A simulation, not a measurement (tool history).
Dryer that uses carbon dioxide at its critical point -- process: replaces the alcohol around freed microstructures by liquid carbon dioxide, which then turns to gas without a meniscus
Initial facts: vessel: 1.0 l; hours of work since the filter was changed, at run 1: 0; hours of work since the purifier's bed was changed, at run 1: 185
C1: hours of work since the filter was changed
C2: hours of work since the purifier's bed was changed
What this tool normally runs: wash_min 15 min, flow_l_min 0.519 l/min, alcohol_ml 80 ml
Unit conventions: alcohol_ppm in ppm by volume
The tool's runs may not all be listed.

run 1 hour=0.0 | wash_min=15 flow_l_min=0.519 alcohol_ml=80 | C1=0 C2=185 | alcohol_ppm=253
run 2 hour=15.4 | wash_min=15 flow_l_min=0.519 alcohol_ml=80 | C1=6 C2=190 | alcohol_ppm=251
run 3 hour=33.6 | wash_min=14 flow_l_min=0.519 alcohol_ml=80 | C1=12 C2=197 | alcohol_ppm=382
run 4 hour=46.1 | wash_min=14 flow_l_min=0.519 alcohol_ml=80 | C1=17 C2=201 | alcohol_ppm=377
run 5 hour=64.4 | wash_min=14 flow_l_min=0.519 alcohol_ml=80 | C1=23 C2=208 | alcohol_ppm=386
run 6 hour=81.7 | wash_min=14 flow_l_min=0.519 alcohol_ml=80 | C1=30 C2=214 | alcohol_ppm=401
run 7 hour=104.6 | wash_min=14 flow_l_min=0.519 alcohol_ml=80 | C1=38 C2=222 | alcohol_ppm=407
run 8 hour=115.9 | wash_min=14 flow_l_min=0.519 alcohol_ml=80 | C1=42 C2=227 | alcohol_ppm=421
run 9 hour=131.4 | wash_min=15 flow_l_min=0.519 alcohol_ml=80 | C1=48 C2=232 | alcohol_ppm=291
run 10 hour=150.3 | wash_min=15 flow_l_min=0.519 alcohol_ml=80 | C1=54 C2=239 | alcohol_ppm=318
run 11 hour=168.4 | wash_min=15 flow_l_min=0.519 alcohol_ml=80 | C1=61 C2=246 | alcohol_ppm=323
run 12 hour=188.4 | wash_min=15 flow_l_min=0.519 alcohol_ml=80 | C1=68 C2=253 | alcohol_ppm=326
run 13 hour=199.6 | wash_min=15 flow_l_min=0.328 alcohol_ml=80 | C1=72 C2=257 | alcohol_ppm=2253
run 14 hour=220.2 | wash_min=11 flow_l_min=0.423 alcohol_ml=80 | C1=80 C2=264 | alcohol_ppm=2863
run 15 hour=235.6 | wash_min=16 flow_l_min=0.840 alcohol_ml=61 | C1=85 C2=270 | alcohol_ppm=36
run 16 hour=257.8 | wash_min=14 flow_l_min=0.519 alcohol_ml=80 | C1=93 C2=278 | alcohol_ppm=499
run 17 hour=274.3 | wash_min=15 flow_l_min=0.519 alcohol_ml=93 | C1=99 C2=284 | alcohol_ppm=411
run 18 hour=289.2 | wash_min=12 flow_l_min=0.519 alcohol_ml=32 | C1=105 C2=289 | alcohol_ppm=429
run 19 hour=311.7 | wash_min=15 flow_l_min=0.816 alcohol_ml=49 | C1=113 C2=298 | alcohol_ppm=43
run 20 hour=322.4 | wash_min=15 flow_l_min=0.816 alcohol_ml=49 | C1=117 C2=301 | alcohol_ppm=41
run 21 hour=332.7 | wash_min=15 flow_l_min=0.816 alcohol_ml=49 | C1=121 C2=305 | alcohol_ppm=60
run 22 hour=356.0 | wash_min=15 flow_l_min=0.504 alcohol_ml=49 | C1=129 C2=314 | alcohol_ppm=298
run 23 hour=368.2 | wash_min=19 flow_l_min=0.586 alcohol_ml=112 | C1=133 C2=318 | alcohol_ppm=93

Branching from run 23: 4 alternative next runs. What would each branch give?
run A hour=382.6 | wash_min=10 flow_l_min=0.667 alcohol_ml=80 | C1=139 C2=323 | alcohol_ppm=?
run B hour=382.6 | wash_min=12 flow_l_min=0.728 alcohol_ml=70 | C1=139 C2=323 | alcohol_ppm=?
run C hour=382.6 | wash_min=22 flow_l_min=0.519 alcohol_ml=80 | C1=139 C2=323 | alcohol_ppm=?
run D hour=382.6 | wash_min=19 flow_l_min=0.501 alcohol_ml=112 | C1=139 C2=323 | alcohol_ppm=?

run=A alcohol_ppm=888
run=B alcohol_ppm=225
run=C alcohol_ppm=66
run=D alcohol_ppm=203
Had the tool no hidden state, the same runs would have come out as:
run=A alcohol_ppm=543
run=B alcohol_ppm=110
run=C alcohol_ppm=16
run=D alcohol_ppm=92

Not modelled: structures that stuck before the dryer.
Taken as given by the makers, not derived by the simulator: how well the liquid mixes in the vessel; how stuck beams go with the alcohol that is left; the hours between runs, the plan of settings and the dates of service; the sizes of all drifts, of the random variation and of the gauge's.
